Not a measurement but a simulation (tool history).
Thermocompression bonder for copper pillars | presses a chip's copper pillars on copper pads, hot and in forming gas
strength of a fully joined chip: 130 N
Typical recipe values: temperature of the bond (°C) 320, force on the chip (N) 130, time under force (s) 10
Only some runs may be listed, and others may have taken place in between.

run,day,temperature of the bond (°C),force on the chip (N),time under force (s),force that shears a chip off (N)
1,0,320,130,10,81.5
2,0.471,320,130,10,81.8
3,0.908,320,130,10,82.8
4,1.796,320,130,15,92
5,2.529,320,130,15,90.5
6,3.258,320,130,13,86.7
7,3.967,292,130,10,58.8
8,4.475,292,130,10,58.5
9,5.196,292,130,10,58.6
# day 5.717: forming gas filter changed
10,6.108,320,130,10,83
11,6.7,320,130,10,83.4
12,7.258,320,130,10,82.9
13,7.821,320,130,10,81.6
14,8.296,302,130,10,66.3
15,8.879,320,187,10,92.8
16,9.571,299,134,10,64.6
17,10.171,299,134,10,65
18,10.854,299,134,10,65
19,11.608,299,107,6,48.1
20,12.075,299,107,6,48.2
21,12.488,320,94,10,71.2

What does the tool deliver on the next run?
22,13.092,323,138,14,?

For run 22 the tool returned force that shears a chip off (N) 95.2.
Without the tool's hidden state the same run would have given force that shears a chip off (N) 95.4.
